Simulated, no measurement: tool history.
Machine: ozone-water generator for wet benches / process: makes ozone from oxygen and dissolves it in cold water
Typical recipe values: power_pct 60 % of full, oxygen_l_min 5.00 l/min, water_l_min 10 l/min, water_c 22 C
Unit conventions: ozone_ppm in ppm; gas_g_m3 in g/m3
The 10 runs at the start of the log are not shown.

run	hour	power_pct	oxygen_l_min	water_l_min	water_c	ozone_ppm	gas_g_m3
11	429.4	52	7.75	10	22	15.5	113.0
12	489.9	52	7.75	10	22	15.6	114.9
13	546.0	60	5.00	10	22	17.3	145.8
14	580.4	60	5.00	10	22	17.3	146.5
15	628.6	60	5.00	10	22	17.2	146.4
16	672.7	60	5.00	10	21	17.7	144.0
17	723.6	92	5.00	10	16	27.8	206.7
18	765.9	92	5.00	10	16	27.7	204.9
19	824.7	92	7.45	10	16	28.1	182.5
20	870.6	55	5.00	10	22	16.2	137.3

For run 21, what comes out?
21	902.5	68	4.16	15	29	?	?

ozone_ppm: 12.1 ppm
gas_g_m3: 169.5 g/m3
On a tool with no hidden condition, and with the same random variation, this run would have come out at ozone_ppm 13.0 ppm, gas_g_m3 173.7 g/m3.
